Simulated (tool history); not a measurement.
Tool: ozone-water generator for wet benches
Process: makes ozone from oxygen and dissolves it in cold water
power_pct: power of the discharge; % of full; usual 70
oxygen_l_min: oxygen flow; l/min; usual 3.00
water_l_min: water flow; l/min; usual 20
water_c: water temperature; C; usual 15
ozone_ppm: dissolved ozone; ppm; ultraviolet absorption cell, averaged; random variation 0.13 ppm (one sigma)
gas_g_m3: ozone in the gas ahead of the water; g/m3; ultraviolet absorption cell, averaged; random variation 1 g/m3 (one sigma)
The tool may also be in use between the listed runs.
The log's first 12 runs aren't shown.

run	day	power_pct	oxygen_l_min	water_l_min	water_c	ozone_ppm	gas_g_m3
13	35.162	70	3.00	25	15	10.3	167.5
14	38.042	70	3.00	25	15	10.3	166.8
15	41.754	70	3.00	25	15	10.4	165.1
16	43.525	70	3.00	25	15	10.1	166.4
17	47.612	62	3.38	25	11	10.4	148.7
18	50.825	70	2.58	12	15	20.2	178.1
19	52.938	70	2.58	12	15	20.1	179.1
20	55.250	70	2.58	12	15	20.0	179.9
21	57.762	70	3.00	20	8	13.5	168.0
22	59.608	70	1.71	20	15	10.7	216.3
23	62.642	70	1.71	20	15	10.8	215.5
24	66.312	70	1.71	20	15	10.7	216.3
# day 68.042: contactor cleaned
25	68.371	59	2.00	13	10	17.4	182.8
26	71.800	55	1.59	13	10	15.7	195.4
27	75.450	55	3.37	16	10	15.8	139.3

Run 28 comes next. What will it give?
28	77.579	56	2.26	27	17	?	?

Run 28 gave ozone_ppm 7.9 ppm, gas_g_m3 167.5 g/m3.
Without the tool's hidden state the same run would have given ozone_ppm 8.2 ppm, gas_g_m3 173.6 g/m3.

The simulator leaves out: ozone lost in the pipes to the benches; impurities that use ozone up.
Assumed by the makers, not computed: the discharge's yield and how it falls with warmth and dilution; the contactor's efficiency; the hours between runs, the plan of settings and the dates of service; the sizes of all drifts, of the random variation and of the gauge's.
